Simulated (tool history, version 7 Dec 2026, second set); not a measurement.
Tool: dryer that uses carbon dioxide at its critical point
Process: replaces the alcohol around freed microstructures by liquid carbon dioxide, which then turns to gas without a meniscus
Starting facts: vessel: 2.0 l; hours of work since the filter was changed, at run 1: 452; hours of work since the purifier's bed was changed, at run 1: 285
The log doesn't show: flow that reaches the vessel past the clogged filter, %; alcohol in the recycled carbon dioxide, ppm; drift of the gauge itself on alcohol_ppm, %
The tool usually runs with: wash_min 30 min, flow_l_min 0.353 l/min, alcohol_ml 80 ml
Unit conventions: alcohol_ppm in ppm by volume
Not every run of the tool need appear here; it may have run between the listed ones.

| run | hour | wash_min | flow_l_min | alcohol_ml | hours of work since the filter was changed | hours of work since the purifier's bed was changed | alcohol_ppm |
|---|---|---|---|---|---|---|---|
| 1 | 0 | 30 | 0.353 | 80 | 452 | 285 | 1448 |
| 2 | 9.4 | 30 | 0.353 | 80 | 457 | 289 | 1483 |
| 3 | 26.5 | 30 | 0.353 | 80 | 464 | 297 | 1482 |
| 4 | 36.7 | 30 | 0.243 | 80 | 469 | 302 | 4102 |
| 5 | 53.8 | 30 | 0.243 | 80 | 477 | 310 | 4162 |
| 6 | 62.8 | 30 | 0.243 | 80 | 481 | 314 | 4140 |
| 7 | 72.8 | 30 | 0.474 | 80 | 485 | 318 | 548 |
| 8 | 80 | 30 | 0.353 | 72 | 488 | 321 | 1411 |
| 9 | 87.7 | 30 | 0.353 | 80 | 492 | 325 | 1553 |
| 10 | 96.4 | 30 | 0.353 | 80 | 496 | 329 | 1567 |
| 11 | 111.1 | 30 | 0.353 | 80 | 502 | 335 | 1608 |
| 12 | 122.2 | 30 | 0.353 | 36 | 507 | 340 | 718 |
|  | 126.9 | inlet filter changed |
| 13 | 136.7 | 30 | 0.353 | 36 | 4 | 347 | 393 |
| 14 | 153.1 | 30 | 0.353 | 36 | 12 | 354 | 393 |
| 15 | 163 | 24 | 0.353 | 80 | 16 | 358 | 1764 |
| 16 | 178.3 | 25 | 0.353 | 80 | 23 | 365 | 1589 |
| 17 | 195.3 | 25 | 0.353 | 80 | 31 | 373 | 1625 |
| 18 | 209.5 | 25 | 0.353 | 80 | 37 | 379 | 1566 |
| 19 | 223.2 | 30 | 0.353 | 80 | 44 | 386 | 828 |
| 20 | 233.5 | 30 | 0.353 | 80 | 48 | 390 | 890 |
| 21 | 242.1 | 30 | 0.353 | 43 | 52 | 394 | 506 |
| 22 | 253.6 | 19 | 0.58 | 35 | 57 | 399 | 378 |
| 23 | 270.1 | 47 | 0.242 | 35 | 65 | 407 | 306 |
| 24 | 284.1 | 47 | 0.304 | 51 | 71 | 413 | 181 |
| 25 | 295 | 21 | 0.304 | 54 | 76 | 418 | 2620 |
| 26 | 302.6 | 27 | 0.517 | 32 | 79 | 421 | 149 |
| 27 | 311.1 | 43 | 0.487 | 31 | 83 | 425 | 59 |
| 28 | 326.5 | 43 | 0.487 | 89 | 90 | 432 | 82 |
| 29 | 333.7 | 43 | 0.487 | 89 | 93 | 436 | 80 |
| 30 | 348.9 | 30 | 0.353 | 93 | 100 | 442 | 1080 |
| 31 | 363.9 | 30 | 0.353 | 93 | 107 | 449 | 1060 |
| 32 | 376.6 | 38 | 0.391 | 93 | 113 | 455 | 282 |
| 33 | 383.9 | 18 | 0.391 | 82 | 116 | 458 | 3342 |
| 34 | 391.8 | 32 | 0.5 | 113 | 120 | 462 | 238 |
| 35 | 404.6 | 28 | 0.244 | 37 | 125 | 468 | 1634 |
| 36 | 418.7 | 19 | 0.31 | 80 | 132 | 474 | 4921 |
| 37 | 426.7 | 19 | 0.31 | 80 | 135 | 477 | 5021 |
| 38 | 440.3 | 42 | 0.52 | 80 | 142 | 484 | 66 |
| 39 | 453.1 | 48 | 0.571 | 94 | 147 | 489 | 55 |

Each row is a separate what-if for the run after 39, all from the same tool condition, not one after another. Results?
| A | 468.6 | 24 | 0.338 | 94 | 154 | 496 | ? |
| B | 468.6 | 18 | 0.381 | 94 | 154 | 496 | ? |
| C | 468.6 | 48 | 0.472 | 94 | 154 | 496 | ? |
| D | 468.6 | 46 | 0.335 | 23 | 154 | 496 | ? |

| run | alcohol_ppm |
|---|---|
| A | 2743 |
| B | 4190 |
| C | 69 |
| D | 111 |
With the hidden condition removed and each run's random variation left untouched, the same runs would have given:
| run | alcohol_ppm |
|---|---|
| A | 2271 |
| B | 3585 |
| C | 14 |
| D | 47 |

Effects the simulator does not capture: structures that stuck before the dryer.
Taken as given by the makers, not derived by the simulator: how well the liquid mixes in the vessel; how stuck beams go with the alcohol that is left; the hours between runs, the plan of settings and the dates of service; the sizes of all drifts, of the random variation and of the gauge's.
